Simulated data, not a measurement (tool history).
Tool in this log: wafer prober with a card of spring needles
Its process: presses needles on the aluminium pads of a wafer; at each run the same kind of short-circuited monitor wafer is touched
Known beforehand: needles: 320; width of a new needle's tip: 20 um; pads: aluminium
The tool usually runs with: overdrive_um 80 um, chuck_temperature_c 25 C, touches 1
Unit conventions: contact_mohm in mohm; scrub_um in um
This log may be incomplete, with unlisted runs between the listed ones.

Run 1, hour 0.0: usual settings. Result: contact_mohm 269 mohm, scrub_um 13.59 um.
Run 2, hour 21.7: usual settings. Result: contact_mohm 272 mohm, scrub_um 13.55 um.
Run 3, hour 73.9: usual settings. Result: contact_mohm 272 mohm, scrub_um 13.54 um.
Run 4, hour 117.4: usual settings but overdrive_um 65 um. Result: contact_mohm 274 mohm, scrub_um 11.05 um.
Run 5, hour 165.4: usual settings but overdrive_um 65 um. Result: contact_mohm 273 mohm, scrub_um 11.03 um.
Run 6, hour 211.0: usual settings but overdrive_um 65 um. Result: contact_mohm 274 mohm, scrub_um 11.04 um.
Run 7, hour 253.1: usual settings but overdrive_um 65 um. Result: contact_mohm 275 mohm, scrub_um 11.00 um.
Run 8, hour 301.9: usual settings but overdrive_um 65 um. Result: contact_mohm 275 mohm, scrub_um 10.98 um.
Run 9, hour 338.8: usual settings but overdrive_um 65 um. Result: contact_mohm 275 mohm, scrub_um 11.00 um.
Run 10, hour 366.4: usual settings but overdrive_um 65 um. Result: contact_mohm 274 mohm, scrub_um 11.05 um.
Run 11, hour 416.6: usual settings but overdrive_um 65 um. Result: contact_mohm 274 mohm, scrub_um 11.03 um.
Run 12, hour 447.4: usual settings but overdrive_um 65 um. Result: contact_mohm 277 mohm, scrub_um 11.02 um.
Run 13, hour 485.0: usual settings but overdrive_um 65 um. Result: contact_mohm 277 mohm, scrub_um 11.01 um.
Run 14, hour 523.1: usual settings but overdrive_um 70 um, chuck_temperature_c 106 C, touches 3. Result: contact_mohm 298 mohm, scrub_um 11.89 um.
Run 15, hour 574.9: usual settings but overdrive_um 89 um, chuck_temperature_c 106 C, touches 3. Result: contact_mohm 292 mohm, scrub_um 15.12 um.
Run 16, hour 612.8: usual settings but overdrive_um 89 um, chuck_temperature_c 106 C, touches 3. Result: contact_mohm 294 mohm, scrub_um 15.17 um.
Run 17, hour 650.0: usual settings but chuck_temperature_c 54 C. Result: contact_mohm 280 mohm, scrub_um 13.58 um.
Run 18, hour 678.7: usual settings but chuck_temperature_c 54 C. Result: contact_mohm 278 mohm, scrub_um 13.59 um.
Run 19, hour 719.2: usual settings but overdrive_um 100 um, chuck_temperature_c 94 C. Result: contact_mohm 289 mohm, scrub_um 16.94 um.
Run 20, hour 752.6: usual settings but overdrive_um 76 um, chuck_temperature_c 94 C, touches 2. Result: contact_mohm 289 mohm, scrub_um 12.88 um.
Run 21, hour 801.5: usual settings but overdrive_um 68 um, chuck_temperature_c 32 C. Result: contact_mohm 277 mohm, scrub_um 11.53 um.
Run 22, hour 848.2: usual settings but overdrive_um 61 um, chuck_temperature_c 100 C, touches 2. Result: contact_mohm 300 mohm, scrub_um 10.33 um.
Run 23, hour 891.3: usual settings but chuck_temperature_c 57 C. Result: contact_mohm 281 mohm, scrub_um 13.59 um.
Run 24, hour 926.8: usual settings but chuck_temperature_c 57 C. Result: contact_mohm 283 mohm, scrub_um 13.56 um.
Run 25, hour 963.3: usual settings. Result: contact_mohm 271 mohm, scrub_um 13.59 um.
Run 26, hour 997.2: usual settings but overdrive_um 65 um, touches 3. Result: contact_mohm 277 mohm, scrub_um 10.99 um.

Withheld: 92 entries from between the runs. Position of each, and hidden state at the listed run before versus the listed run after:
From run 1 to run 2: tips cleaned on abrasive film (hour 7.1); tips cleaned on abrasive film (hour 19.1)
  debris on the tips, nm: 0.4 -> 0.5
From run 2 to run 3: tips cleaned on abrasive film (hour 28.9); tips cleaned on abrasive film (hour 38.5); tips cleaned on abrasive film (hour 50.3); tips cleaned on abrasive film (hour 62.1); tips cleaned on abrasive film (hour 73.9)
  debris on the tips, nm: 0.5 -> 0.1
From run 3 to run 4: tips cleaned on abrasive film (hour 83.4); tips cleaned on abrasive film (hour 95.3); tips cleaned on abrasive film (hour 107.2); tips cleaned on abrasive film (hour 117.4)
  no difference in the tool's unlogged condition between these two runs
From run 4 to run 5: tips cleaned on abrasive film (hour 129.3); tips cleaned on abrasive film (hour 141.2); tips cleaned on abrasive film (hour 153.1); tips cleaned on abrasive film (hour 162.6)
  debris on the tips, nm: 0.1 -> 0.6
From run 5 to run 6: tips cleaned on abrasive film (hour 174.5); tips cleaned on abrasive film (hour 186.4); tips cleaned on abrasive film (hour 196.0); tips cleaned on abrasive film (hour 207.9)
  debris on the tips, nm: 0.6 -> 0.5; way that the needles fall short of the set height, um: 0.02 -> 0.03
From run 6 to run 7: tips cleaned on abrasive film (hour 218.2); tips cleaned on abrasive film (hour 227.7); tips cleaned on abrasive film (hour 239.6); tips cleaned on abrasive film (hour 251.5)
  debris on the tips, nm: 0.5 -> 0.4
From run 7 to run 8: tips cleaned on abrasive film (hour 262.7); tips cleaned on abrasive film (hour 274.4); tips cleaned on abrasive film (hour 284.0); tips cleaned on abrasive film (hour 295.6)
  debris on the tips, nm: 0.4 -> 1
From run 8 to run 9: tips cleaned on abrasive film (hour 306.7); tips cleaned on abrasive film (hour 318.5); height of the first contact set anew (hour 318.8); tips cleaned on abrasive film (hour 330.7)
  way that the needles fall short of the set height, um: 0.03 -> 0
From run 9 to run 10: tips cleaned on abrasive film (hour 341.3); tips cleaned on abrasive film (hour 352.9); tips cleaned on abrasive film (hour 364.8)
  debris on the tips, nm: 1 -> 0.4
From run 10 to run 11: tips cleaned on abrasive film (hour 375.8); tips cleaned on abrasive film (hour 387.7); tips cleaned on abrasive film (hour 397.3); tips cleaned on abrasive film (hour 409.2)
  debris on the tips, nm: 0.4 -> 1
From run 11 to run 12: tips cleaned on abrasive film (hour 418.9); tips cleaned on abrasive film (hour 430.7); tips cleaned on abrasive film (hour 442.6)
  debris on the tips, nm: 1 -> 0.8; way that the needles fall short of the set height, um: 0 -> 0.01
From run 12 to run 13: tips cleaned on abrasive film (hour 452.2); tips cleaned on abrasive film (hour 464.1); tips cleaned on abrasive film (hour 476.0)
  debris on the tips, nm: 0.8 -> 1.1
From run 13 to run 14: tips cleaned on abrasive film (hour 487.4); tips cleaned on abrasive film (hour 499.3); tips cleaned on abrasive film (hour 511.2); tips cleaned on abrasive film (hour 520.8)
  debris on the tips, nm: 1.1 -> 0.4; tips' diameter, um: 20.02 -> 20.03
From run 14 to run 15: tips cleaned on abrasive film (hour 532.4); tips cleaned on abrasive film (hour 541.9); tips cleaned on abrasive film (hour 553.8); tips cleaned on abrasive film (hour 563.3); tips cleaned on abrasive film (hour 574.9)
  debris on the tips, nm: 0.4 -> 0.1
From run 15 to run 16: tips cleaned on abrasive film (hour 586.8); tips cleaned on abrasive film (hour 596.4); tips cleaned on abrasive film (hour 608.1)
  debris on the tips, nm: 0.1 -> 0.8
From run 16 to run 17: tips cleaned on abrasive film (hour 617.6); tips cleaned on abrasive film (hour 629.5); tips cleaned on abrasive film (hour 641.3)
  debris on the tips, nm: 0.8 -> 1.1; way that the needles fall short of the set height, um: 0.01 -> 0.02
From run 17 to run 18: tips cleaned on abrasive film (hour 652.5); tips cleaned on abrasive film (hour 662.0); tips cleaned on abrasive film (hour 673.9)
  debris on the tips, nm: 1.1 -> 0.8
From run 18 to run 19: tips cleaned on abrasive film (hour 685.7); tips cleaned on abrasive film (hour 697.4); tips cleaned on abrasive film (hour 709.0); tips cleaned on abrasive film (hour 719.2)
  debris on the tips, nm: 0.8 -> 0.1
From run 19 to run 20: tips cleaned on abrasive film (hour 728.8); tips cleaned on abrasive film (hour 740.7); tips cleaned on abrasive film (hour 752.6)
  no difference in the tool's unlogged condition between these two runs
From run 20 to run 21: tips cleaned on abrasive film (hour 764.5); tips cleaned on abrasive film (hour 774.0); tips cleaned on abrasive film (hour 783.6); tips cleaned on abrasive film (hour 795.5)
  debris on the tips, nm: 0.1 -> 0.8
From run 21 to run 22: tips cleaned on abrasive film (hour 806.3); tips cleaned on abrasive film (hour 817.8); tips cleaned on abrasive film (hour 829.6); tips cleaned on abrasive film (hour 839.2)
  debris on the tips, nm: 0.8 -> 1.1; way that the needles fall short of the set height, um: 0.02 -> 0.03
From run 22 to run 23: tips cleaned on abrasive film (hour 850.7); tips cleaned on abrasive film (hour 862.6); tips cleaned on abrasive film (hour 872.1); tips cleaned on abrasive film (hour 884.0)
  debris on the tips, nm: 1.1 -> 1
From run 23 to run 24: tips cleaned on abrasive film (hour 893.8); tips cleaned on abrasive film (hour 905.5); tips cleaned on abrasive film (hour 917.2); tips cleaned on abrasive film (hour 926.8)
  debris on the tips, nm: 1 -> 0.1
From run 24 to run 25: tips cleaned on abrasive film (hour 938.6); height of the first contact set anew (hour 938.9); tips cleaned on abrasive film (hour 950.8); tips cleaned on abrasive film (hour 962.6)
  debris on the tips, nm: 0.1 -> 0.2; way that the needles fall short of the set height, um: 0.03 -> 0
From run 25 to run 26: tips cleaned on abrasive film (hour 972.8); tips cleaned on abrasive film (hour 984.7); tips cleaned on abrasive film (hour 996.6)
  no difference in the tool's unlogged condition between these two runs

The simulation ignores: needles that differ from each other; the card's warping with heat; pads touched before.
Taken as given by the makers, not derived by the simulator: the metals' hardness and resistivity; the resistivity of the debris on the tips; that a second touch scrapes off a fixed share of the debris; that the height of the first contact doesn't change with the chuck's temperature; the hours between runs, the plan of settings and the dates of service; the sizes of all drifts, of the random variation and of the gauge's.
